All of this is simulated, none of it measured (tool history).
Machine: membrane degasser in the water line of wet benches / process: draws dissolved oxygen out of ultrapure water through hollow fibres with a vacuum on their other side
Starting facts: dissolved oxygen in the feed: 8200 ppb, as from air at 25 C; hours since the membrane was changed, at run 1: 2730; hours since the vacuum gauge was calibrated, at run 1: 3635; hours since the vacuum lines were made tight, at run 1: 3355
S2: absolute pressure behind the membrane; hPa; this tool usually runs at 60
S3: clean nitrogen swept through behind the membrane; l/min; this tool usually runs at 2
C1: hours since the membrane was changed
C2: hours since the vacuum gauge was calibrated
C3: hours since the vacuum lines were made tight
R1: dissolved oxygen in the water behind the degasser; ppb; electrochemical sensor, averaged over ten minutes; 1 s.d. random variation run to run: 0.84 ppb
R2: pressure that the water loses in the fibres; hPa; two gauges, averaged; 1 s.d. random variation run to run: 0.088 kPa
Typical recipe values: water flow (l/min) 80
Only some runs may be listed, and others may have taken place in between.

{"run": 1, "day": 0.0, "water flow (l/min)": 80, "S2": 60, "S3": 2, "C1": 2730, "C2": 3635, "C3": 3355, "R1": 234.5, "R2": 285.7}
{"run": 2, "day": 4.471, "water flow (l/min)": 80, "S2": 60, "S3": 2, "C1": 2837, "C2": 3743, "C3": 3463, "R1": 234.5, "R2": 284.7}
{"run": 3, "day": 8.067, "water flow (l/min)": 96, "S2": 60, "S3": 2, "C1": 2923, "C2": 3829, "C3": 3549, "R1": 273.9, "R2": 343.5}
{"run": 4, "day": 11.025, "water flow (l/min)": 96, "S2": 60, "S3": 2, "C1": 2994, "C2": 3900, "C3": 3620, "R1": 275.6, "R2": 342.6}
{"run": 5, "day": 13.208, "water flow (l/min)": 63, "S2": 60, "S3": 2, "C1": 3047, "C2": 3952, "C3": 3672, "R1": 192.1, "R2": 224.4}
{"run": 6, "day": 15.342, "water flow (l/min)": 63, "S2": 60, "S3": 2, "C1": 3098, "C2": 4003, "C3": 3724, "R1": 191.3, "R2": 225}
{"run": 7, "day": 19.508, "water flow (l/min)": 80, "S2": 60, "S3": 2, "C1": 3198, "C2": 4103, "C3": 3824, "R1": 235.3, "R2": 284.8}
{"run": 8, "day": 24.183, "water flow (l/min)": 80, "S2": 60, "S3": 2, "C1": 3310, "C2": 4216, "C3": 3936, "R1": 233.6, "R2": 285.1}
{"run": 9, "day": 26.354, "water flow (l/min)": 80, "S2": 60, "S3": 2, "C1": 3362, "C2": 4268, "C3": 3988, "R1": 235.7, "R2": 286.2}
{"run": 10, "day": 29.579, "water flow (l/min)": 80, "S2": 58.2, "S3": 2, "C1": 3439, "C2": 4345, "C3": 4065, "R1": 223, "R2": 286.1}
{"run": 11, "day": 32.617, "water flow (l/min)": 80, "S2": 58.2, "S3": 2, "C1": 3512, "C2": 4418, "C3": 4138, "R1": 221, "R2": 286.5}
{"run": 12, "day": 35.388, "water flow (l/min)": 80, "S2": 58.2, "S3": 2, "C1": 3579, "C2": 4485, "C3": 4205, "R1": 222.9, "R2": 287.1}
{"run": 13, "day": 38.662, "water flow (l/min)": 80, "S2": 58.2, "S3": 2, "C1": 3657, "C2": 4563, "C3": 4283, "R1": 221.6, "R2": 286.4}
{"run": 14, "day": 42.062, "water flow (l/min)": 80, "S2": 58.2, "S3": 2, "C1": 3739, "C2": 4645, "C3": 4365, "R1": 222.8, "R2": 287.4}

Run 15 is up next; what results do you expect?
{"run": 15, "day": 44.704, "water flow (l/min)": 80, "S2": 58.2, "S3": 2, "C1": 3802, "C2": 4708, "C3": 4428, "R1": "?", "R2": "?"}

{"run 15": {"R1": 222.4, "R2": 285.1}}
With no hidden state in the tool, this same run would have given R1 212.4 ppb, R2 282.6 hPa.

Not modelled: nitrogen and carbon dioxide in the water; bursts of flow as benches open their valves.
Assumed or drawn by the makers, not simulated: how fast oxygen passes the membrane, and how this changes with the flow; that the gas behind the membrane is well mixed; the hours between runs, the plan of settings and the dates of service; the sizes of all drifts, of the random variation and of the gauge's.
